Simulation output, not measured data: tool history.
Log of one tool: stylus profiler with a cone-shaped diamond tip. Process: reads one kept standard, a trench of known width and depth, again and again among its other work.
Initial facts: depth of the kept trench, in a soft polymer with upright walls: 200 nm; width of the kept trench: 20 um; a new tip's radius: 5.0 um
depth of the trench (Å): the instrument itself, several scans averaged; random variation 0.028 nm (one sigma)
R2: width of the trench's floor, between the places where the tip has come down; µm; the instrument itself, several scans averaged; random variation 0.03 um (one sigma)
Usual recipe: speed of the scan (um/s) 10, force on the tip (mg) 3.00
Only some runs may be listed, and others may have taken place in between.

Run 1, day 0.000: usual settings. Result: depth of the trench (Å) 2024.9, R2 17.20 µm.
Run 2, day 1.121: usual settings. Result: depth of the trench (Å) 2024.4, R2 17.14 µm.
Run 3, day 2.975: usual settings. Result: depth of the trench (Å) 2024.8, R2 17.17 µm.
Run 4, day 4.871: usual settings. Result: depth of the trench (Å) 2025.3, R2 17.21 µm.
Run 5, day 6.812: usual settings. Result: depth of the trench (Å) 2025.1, R2 17.15 µm.
Run 6, day 8.325: usual settings. Result: depth of the trench (Å) 2025.3, R2 17.22 µm.
Run 7, day 10.154: usual settings. Result: depth of the trench (Å) 2025.9, R2 17.20 µm.
Run 8, day 11.200: usual settings but force on the tip (mg) 3.52. Result: depth of the trench (Å) 2028.5, R2 17.14 µm.
Run 9, day 12.833: usual settings. Result: depth of the trench (Å) 2026.0, R2 17.14 µm.
Run 10, day 14.546: usual settings but force on the tip (mg) 2.87. Result: depth of the trench (Å) 2025.2, R2 17.24 µm.
Run 11, day 16.429: usual settings but force on the tip (mg) 2.87. Result: depth of the trench (Å) 2025.4, R2 17.16 µm.
Run 12, day 18.333: usual settings but force on the tip (mg) 2.87. Result: depth of the trench (Å) 2025.8, R2 17.20 µm.
Run 13, day 19.958: usual settings but speed of the scan (um/s) 4, force on the tip (mg) 1.02. Result: depth of the trench (Å) 2013.4, R2 17.17 µm.
Run 14, day 21.075: usual settings but speed of the scan (um/s) 4, force on the tip (mg) 1.02. Result: depth of the trench (Å) 2013.6, R2 17.14 µm.
Run 15, day 22.283: usual settings but speed of the scan (um/s) 4, force on the tip (mg) 1.02. Result: depth of the trench (Å) 2013.6, R2 17.17 µm.
Run 16, day 24.079: usual settings but speed of the scan (um/s) 4, force on the tip (mg) 1.02. Result: depth of the trench (Å) 2013.8, R2 17.17 µm.
Run 17, day 25.071: usual settings but speed of the scan (um/s) 12, force on the tip (mg) 8.98. Result: depth of the trench (Å) 2054.1, R2 17.15 µm.

Branching from run 17: 3 alternative next runs. What would each branch give?
Run A, day 26.125: usual settings but speed of the scan (um/s) 4, force on the tip (mg) 3.02. Result: depth of the trench (Å) ?, R2 ?.
Run B, day 26.125: usual settings but speed of the scan (um/s) 37, force on the tip (mg) 3.43. Result: depth of the trench (Å) ?, R2 ?.
Run C, day 26.125: usual settings but speed of the scan (um/s) 9, force on the tip (mg) 2.78. Result: depth of the trench (Å) ?, R2 ?.

run  depth of the trench (Å)     R2
  A                   2027.5  17.22
  B                   2029.4  17.05
  C                   2025.4  17.14
With the hidden condition removed and each run's random variation left untouched, the same runs would have given:
run  depth of the trench (Å)     R2
  A                   2025.3  17.24
  B                   2027.2  17.06
  C                   2023.3  17.16
